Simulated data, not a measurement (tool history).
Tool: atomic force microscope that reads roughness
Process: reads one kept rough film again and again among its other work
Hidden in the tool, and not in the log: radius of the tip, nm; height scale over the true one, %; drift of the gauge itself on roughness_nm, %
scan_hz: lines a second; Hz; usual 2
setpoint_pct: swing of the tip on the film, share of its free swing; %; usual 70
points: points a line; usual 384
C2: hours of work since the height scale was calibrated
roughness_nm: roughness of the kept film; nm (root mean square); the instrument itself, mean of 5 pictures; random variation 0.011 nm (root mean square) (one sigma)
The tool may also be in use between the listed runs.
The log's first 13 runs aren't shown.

Run 14, hour 712.5: usual settings but setpoint_pct 83 %; pictures with this tip 186; C2 488. Result: roughness_nm 2.455 nm (root mean square).
Run 15, hour 790.7: usual settings; pictures with this tip 322; C2 548. Result: roughness_nm 2.641 nm (root mean square).
At hour 809.7: new tip fitted.
Run 16, hour 838.6: usual settings but setpoint_pct 58 %; pictures with this tip 50; C2 585. Result: roughness_nm 2.746 nm (root mean square).
Run 17, hour 874.8: usual settings but setpoint_pct 58 %; pictures with this tip 114; C2 613. Result: roughness_nm 2.73 nm (root mean square).
Run 18, hour 940: usual settings; pictures with this tip 227; C2 663. Result: roughness_nm 2.658 nm (root mean square).
Run 19, hour 1004.9: usual settings; pictures with this tip 340; C2 712. Result: roughness_nm 2.633 nm (root mean square).
At hour 1009.4: new tip fitted.
Run 20, hour 1074.6: usual settings but setpoint_pct 68 %; pictures with this tip 114; C2 765. Result: roughness_nm 2.662 nm (root mean square).
Run 21, hour 1121.9: usual settings but setpoint_pct 64 %; pictures with this tip 196; C2 802. Result: roughness_nm 2.719 nm (root mean square).
Run 22, hour 1202.6: usual settings; pictures with this tip 336; C2 864. Result: roughness_nm 2.632 nm (root mean square).
At hour 1208.9: new tip fitted.
Run 23, hour 1275.8: usual settings; pictures with this tip 116; C2 920. Result: roughness_nm 2.63 nm (root mean square).
Run 24, hour 1344.3: usual settings but scan_hz 3.68 Hz, setpoint_pct 80 %, points 388; pictures with this tip 235; C2 972. Result: roughness_nm 2.249 nm (root mean square).
At hour 1415.9: new tip fitted.
Run 25, hour 1417.4: usual settings but scan_hz 3.68 Hz, setpoint_pct 80 %, points 256; pictures with this tip 3; C2 1028. Result: roughness_nm 2.23 nm (root mean square).
Run 26, hour 1477.5: usual settings but scan_hz 3.68 Hz, setpoint_pct 80 %, points 256; pictures with this tip 108; C2 1074. Result: roughness_nm 2.235 nm (root mean square).
Run 27, hour 1537.2: usual settings but scan_hz 3.98 Hz, setpoint_pct 68 %; pictures with this tip 212; C2 1120. Result: roughness_nm 2.494 nm (root mean square).
At hour 1614.9: new tip fitted.
Run 28, hour 1617.7: usual settings but scan_hz 3.98 Hz, setpoint_pct 68 %; pictures with this tip 5; C2 1181. Result: roughness_nm 2.488 nm (root mean square).
Run 29, hour 1665.2: usual settings but scan_hz 0.55 Hz, points 279; pictures with this tip 88; C2 1218. Result: roughness_nm 2.779 nm (root mean square).
Run 30, hour 1725.5: usual settings but scan_hz 0.55 Hz, points 279; pictures with this tip 193; C2 1264. Result: roughness_nm 2.773 nm (root mean square).
Run 31, hour 1800.1: usual settings but scan_hz 0.55 Hz, points 279; pictures with this tip 323; C2 1321. Result: roughness_nm 2.792 nm (root mean square).
At hour 1816.2: new tip fitted.
Run 32, hour 1850.4: usual settings but scan_hz 3.92 Hz, setpoint_pct 74 %, points 857; pictures with this tip 59; C2 1360. Result: roughness_nm 2.382 nm (root mean square).

The next listed run, before its measurement:
Run 33, hour 1892.9: usual settings but scan_hz 2.2 Hz, setpoint_pct 56 %, points 654; pictures with this tip 133; C2 1392. Result: roughness_nm ?.

{"run 33": {"roughness_nm": 2.767}}
Without the tool's hidden state the same run would have given roughness_nm 2.771 nm (root mean square).
